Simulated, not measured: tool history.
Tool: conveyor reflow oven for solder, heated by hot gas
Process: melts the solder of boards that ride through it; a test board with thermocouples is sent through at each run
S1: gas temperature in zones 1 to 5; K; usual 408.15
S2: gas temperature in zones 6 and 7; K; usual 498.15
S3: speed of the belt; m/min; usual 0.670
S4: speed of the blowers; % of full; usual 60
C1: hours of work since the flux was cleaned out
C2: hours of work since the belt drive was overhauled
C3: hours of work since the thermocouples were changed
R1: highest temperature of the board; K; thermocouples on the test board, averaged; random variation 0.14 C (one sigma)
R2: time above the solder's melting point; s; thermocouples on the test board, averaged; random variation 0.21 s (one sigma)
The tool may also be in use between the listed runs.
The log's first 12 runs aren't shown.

run,day,S1,S2,S3,S4,C1,C2,C3,R1,R2
13,5.579,408.15,498.15,0.670,60,12,353,337,471.85,31.4
14,6.196,408.15,498.15,0.670,60,21,362,346,471.55,31.5
15,6.458,408.15,498.15,0.670,60,25,366,350,471.65,31.1
16,6.958,408.15,498.15,0.670,66,32,374,358,473.05,34.1
# day 7.604: flux residue cleaned out of gas plates and filters, once more
17,7.742,408.15,498.15,0.670,66,2,382,366,478.95,42.0
18,8.338,408.15,498.15,0.670,67,11,391,375,479.05,42.0
19,8.675,408.15,498.15,0.670,67,16,397,380,479.05,42.3
20,9.246,393.15,493.15,0.571,83,25,405,389,480.85,50.4
21,9.650,412.15,494.15,0.670,60,31,411,395,474.45,37.8
22,10.092,412.15,494.15,0.670,60,37,418,402,474.55,37.6
23,10.650,408.15,487.15,0.670,60,46,426,410,467.55,26.8
24,11.142,408.15,498.15,0.670,66,53,434,418,478.55,41.1
25,11.608,420.15,498.15,0.541,66,60,441,425,487.05,68.4
26,12.092,414.15,489.15,0.587,83,68,448,432,479.05,54.2
27,12.575,414.15,489.15,0.587,83,75,455,439,479.25,54.1
28,13.025,414.15,489.15,0.587,83,82,462,446,479.35,53.8
29,13.533,404.15,498.15,0.670,79,89,470,454,480.35,43.1
30,14.154,404.15,498.15,0.670,79,99,479,463,480.35,43.0
31,14.612,405.15,498.15,0.597,60,106,486,470,479.35,47.0

Forecast each of these 3 alternatives for the next run:
A,14.908,419.15,506.15,0.597,89,110,491,474,?,?
B,14.908,408.15,491.15,0.670,60,110,491,474,?,?
C,14.908,405.15,487.15,0.599,60,110,491,474,?,?

run,R1,R2
A,495.05,68.5
B,470.45,30.8
C,470.45,34.9
Without the tool's hidden state the same runs would have given:
run,R1,R2
A,494.75,67.6
B,470.25,30.4
C,470.15,34.2
